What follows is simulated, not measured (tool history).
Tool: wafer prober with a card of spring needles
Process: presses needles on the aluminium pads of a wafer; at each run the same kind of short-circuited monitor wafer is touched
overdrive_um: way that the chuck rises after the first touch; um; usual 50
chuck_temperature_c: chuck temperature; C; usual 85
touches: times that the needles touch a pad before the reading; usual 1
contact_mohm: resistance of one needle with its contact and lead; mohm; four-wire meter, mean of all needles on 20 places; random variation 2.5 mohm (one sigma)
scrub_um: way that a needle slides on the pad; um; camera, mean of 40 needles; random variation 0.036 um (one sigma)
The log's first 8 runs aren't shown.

-- day=12.221 tips cleaned on abrasive film
-- day=13.033 tips cleaned on abrasive film
run 9 day=13.283 | overdrive_um=50 chuck_temperature_c=85 touches=1 | contact_mohm=332 scrub_um=12.31
-- day=13.729 tips cleaned on abrasive film
run 10 day=14.296 | overdrive_um=50 chuck_temperature_c=85 touches=1 | contact_mohm=353 scrub_um=12.32
-- day=14.533 tips cleaned on abrasive film
-- day=15.262 tips cleaned on abrasive film
run 11 day=15.262 | overdrive_um=33 chuck_temperature_c=85 touches=1 | contact_mohm=313 scrub_um=8.06
-- day=15.975 tips cleaned on abrasive film
-- day=16.683 tips cleaned on abrasive film
run 12 day=16.708 | overdrive_um=33 chuck_temperature_c=85 touches=1 | contact_mohm=326 scrub_um=8.03
-- day=17.454 tips cleaned on abrasive film
run 13 day=17.671 | overdrive_um=33 chuck_temperature_c=85 touches=1 | contact_mohm=392 scrub_um=7.99
-- day=18.233 tips cleaned on abrasive film
-- day=18.946 tips cleaned on abrasive film
run 14 day=19.371 | overdrive_um=50 chuck_temperature_c=27 touches=1 | contact_mohm=337 scrub_um=12.26
-- day=19.704 tips cleaned on abrasive film
-- day=20.429 tips cleaned on abrasive film
run 15 day=20.696 | overdrive_um=50 chuck_temperature_c=50 touches=1 | contact_mohm=326 scrub_um=12.18
-- day=21.125 tips cleaned on abrasive film
-- day=21.879 tips cleaned on abrasive film
-- day=22.596 tips cleaned on abrasive film
run 16 day=22.796 | overdrive_um=32 chuck_temperature_c=89 touches=1 | contact_mohm=400 scrub_um=7.61
-- day=23.283 tips cleaned on abrasive film
-- day=23.921 height of the first contact set anew
-- day=24.025 tips cleaned on abrasive film
run 17 day=24.075 | overdrive_um=50 chuck_temperature_c=33 touches=2 | contact_mohm=283 scrub_um=12.38
-- day=24.842 tips cleaned on abrasive film
-- day=25.65 tips cleaned on abrasive film
run 18 day=26.025 | overdrive_um=46 chuck_temperature_c=79 touches=3 | contact_mohm=313 scrub_um=11.39
-- day=26.488 tips cleaned on abrasive film
-- day=27.171 tips cleaned on abrasive film
run 19 day=27.171 | overdrive_um=46 chuck_temperature_c=79 touches=3 | contact_mohm=292 scrub_um=11.34
-- day=27.875 tips cleaned on abrasive film
run 20 day=28.225 | overdrive_um=46 chuck_temperature_c=79 touches=3 | contact_mohm=313 scrub_um=11.36
-- day=28.592 tips cleaned on abrasive film
-- day=29.325 tips cleaned on abrasive film
run 21 day=29.629 | overdrive_um=50 chuck_temperature_c=66 touches=2 | contact_mohm=313 scrub_um=12.28
-- day=30.142 tips cleaned on abrasive film
run 22 day=30.788 | overdrive_um=65 chuck_temperature_c=54 touches=1 | contact_mohm=322 scrub_um=16.05
-- day=30.962 tips cleaned on abrasive film
-- day=31.771 tips cleaned on abrasive film
-- day=32.488 tips cleaned on abrasive film
run 23 day=32.488 | overdrive_um=63 chuck_temperature_c=49 touches=1 | contact_mohm=276 scrub_um=15.47
-- day=33.233 tips cleaned on abrasive film
run 24 day=33.738 | overdrive_um=63 chuck_temperature_c=49 touches=1 | contact_mohm=324 scrub_um=15.54
-- day=34.012 tips cleaned on abrasive film
-- day=34.796 tips cleaned on abrasive film
run 25 day=35.45 | overdrive_um=50 chuck_temperature_c=58 touches=1 | contact_mohm=357 scrub_um=12.25

Forecast run 26:
-- day=35.567 tips cleaned on abrasive film
-- day=36.279 tips cleaned on abrasive film
-- day=36.988 tips cleaned on abrasive film
run 26 day=37.238 | overdrive_um=50 chuck_temperature_c=58 touches=1 | contact_mohm=? scrub_um=?

Run 26 gave contact_mohm 319 mohm, scrub_um 12.23 um.
Without the tool's hidden state the same run would have given contact_mohm 273 mohm, scrub_um 12.42 um.
